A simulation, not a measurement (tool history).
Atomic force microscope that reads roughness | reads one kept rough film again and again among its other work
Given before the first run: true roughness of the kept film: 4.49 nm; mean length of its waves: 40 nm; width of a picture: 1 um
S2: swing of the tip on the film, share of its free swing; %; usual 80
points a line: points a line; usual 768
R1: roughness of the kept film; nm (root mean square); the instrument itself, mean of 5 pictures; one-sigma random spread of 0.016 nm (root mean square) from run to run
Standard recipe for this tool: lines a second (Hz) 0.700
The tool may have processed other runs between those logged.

Run 1, hour 0.0: usual settings. Result: R1 3.573 nm (root mean square).
Run 2, hour 21.0: usual settings but points a line 352. Result: R1 3.466 nm (root mean square).
Run 3, hour 46.9: usual settings but points a line 352. Result: R1 3.349 nm (root mean square).
Run 4, hour 62.3: usual settings but lines a second (Hz) 0.707, points a line 352. Result: R1 3.328 nm (root mean square).
Run 5, hour 72.7: usual settings but lines a second (Hz) 0.707, points a line 352. Result: R1 3.252 nm (root mean square).
Run 6, hour 92.2: usual settings. Result: R1 3.187 nm (root mean square).
Run 7, hour 110.7: usual settings but points a line 688. Result: R1 3.150 nm (root mean square).
Run 8, hour 126.0: usual settings but S2 73 %, points a line 688. Result: R1 3.126 nm (root mean square).
Run 9, hour 151.3: usual settings but S2 73 %, points a line 688. Result: R1 3.043 nm (root mean square).
At hour 154.6: new tip fitted.
Run 10, hour 162.6: usual settings but S2 73 %, points a line 688. Result: R1 3.892 nm (root mean square).
Run 11, hour 175.4: usual settings but S2 73 %, points a line 273. Result: R1 3.795 nm (root mean square).
Run 12, hour 194.8: usual settings but lines a second (Hz) 0.854. Result: R1 3.687 nm (root mean square).
Run 13, hour 205.2: usual settings but lines a second (Hz) 2.939. Result: R1 3.325 nm (root mean square).
Run 14, hour 216.7: usual settings but lines a second (Hz) 2.939. Result: R1 3.278 nm (root mean square).
Run 15, hour 234.4: usual settings but points a line 366. Result: R1 3.535 nm (root mean square).
Run 16, hour 249.0: usual settings but points a line 366. Result: R1 3.470 nm (root mean square).
Run 17, hour 274.6: usual settings but points a line 366. Result: R1 3.378 nm (root mean square).
Run 18, hour 300.1: usual settings but points a line 482. Result: R1 3.283 nm (root mean square).
Run 19, hour 316.0: usual settings. Result: R1 3.222 nm (root mean square).
Run 20, hour 327.8: usual settings. Result: R1 3.173 nm (root mean square).
Run 21, hour 345.4: usual settings but points a line 500. Result: R1 3.098 nm (root mean square).
Run 22, hour 361.9: usual settings but S2 71 %, points a line 500. Result: R1 3.091 nm (root mean square).
Run 23, hour 375.5: usual settings but S2 71 %, points a line 500. Result: R1 3.033 nm (root mean square).
At hour 383.0: new tip fitted.
Run 24, hour 396.2: usual settings but S2 71 %, points a line 500. Result: R1 3.903 nm (root mean square).
At hour 398.5: height scale calibrated on a step standard.
Run 25, hour 408.0: usual settings but points a line 989. Result: R1 3.778 nm (root mean square).
Run 26, hour 421.3: usual settings but lines a second (Hz) 3.243, points a line 296. Result: R1 3.298 nm (root mean square).
Run 27, hour 442.2: usual settings but lines a second (Hz) 3.243, points a line 296. Result: R1 3.200 nm (root mean square).
Run 28, hour 463.1: usual settings but lines a second (Hz) 0.924, S2 55 %, points a line 482. Result: R1 3.601 nm (root mean square).
Run 29, hour 477.8: usual settings but lines a second (Hz) 3.880, S2 55 %, points a line 362. Result: R1 3.409 nm (root mean square).
Run 30, hour 492.5: usual settings but lines a second (Hz) 0.640, S2 86 %. Result: R1 3.343 nm (root mean square).
Run 31, hour 516.3: usual settings but lines a second (Hz) 0.640, S2 86 %. Result: R1 3.257 nm (root mean square).
At hour 538.5: height scale calibrated on a step standard, once more.
Run 32, hour 539.5: usual settings but lines a second (Hz) 2.947, S2 77 %. Result: R1 2.976 nm (root mean square).
Run 33, hour 557.0: usual settings but lines a second (Hz) 1.228, S2 69 %, points a line 988. Result: R1 3.172 nm (root mean square).
Run 34, hour 574.0: usual settings but lines a second (Hz) 3.936, S2 64 %, points a line 788. Result: R1 2.996 nm (root mean square).
Run 35, hour 585.5: usual settings but lines a second (Hz) 1.975, S2 64 %, points a line 788. Result: R1 3.064 nm (root mean square).
Run 36, hour 604.9: usual settings but lines a second (Hz) 0.965, S2 64 %, points a line 788. Result: R1 3.054 nm (root mean square).
At hour 612.8: new tip fitted.
Run 37, hour 616.1: usual settings but lines a second (Hz) 0.636, S2 64 %, points a line 788. Result: R1 3.958 nm (root mean square).
Run 38, hour 634.9: usual settings but lines a second (Hz) 1.359, S2 66 %. Result: R1 3.801 nm (root mean square).
Run 39, hour 645.4: usual settings but lines a second (Hz) 0.977, S2 61 %, points a line 749. Result: R1 3.821 nm (root mean square).
Run 40, hour 670.0: usual settings but lines a second (Hz) 0.983, S2 58 %, points a line 656. Result: R1 3.714 nm (root mean square).
Run 41, hour 685.9: usual settings but lines a second (Hz) 0.972, S2 55 %, points a line 285. Result: R1 3.559 nm (root mean square).

Difference, measured minus no-hidden-state, one row per run. Run-to-run variation is common to both terms; the gauge's own scatter need not be:
The tool's hidden condition here consists of: radius of the tip, nm; height scale over the true one, %; drift of the gauge itself on roughness_nm, %.
run      R1
  1  -0.326
  2  -0.414
  3  -0.526
  4  -0.593
  5  -0.630
  6  -0.707
  7  -0.774
  8  -0.837
  9  -0.914
 10  -0.062
 11  -0.122
 12  -0.207
 13  -0.227
 14  -0.276
 15  -0.376
 16  -0.442
 17  -0.543
 18  -0.644
 19  -0.697
 20  -0.737
 21  -0.793
 22  -0.858
 23  -0.902
 24  -0.092
 25  -0.154
 26  -0.188
 27  -0.280
 28  -0.415
 29  -0.460
 30  -0.509
 31  -0.596
 32  -0.626
 33  -0.748
 34  -0.769
 35  -0.839
 36  -0.915
 37  -0.026
 38  -0.117
 39  -0.173
 40  -0.293
 41  -0.357

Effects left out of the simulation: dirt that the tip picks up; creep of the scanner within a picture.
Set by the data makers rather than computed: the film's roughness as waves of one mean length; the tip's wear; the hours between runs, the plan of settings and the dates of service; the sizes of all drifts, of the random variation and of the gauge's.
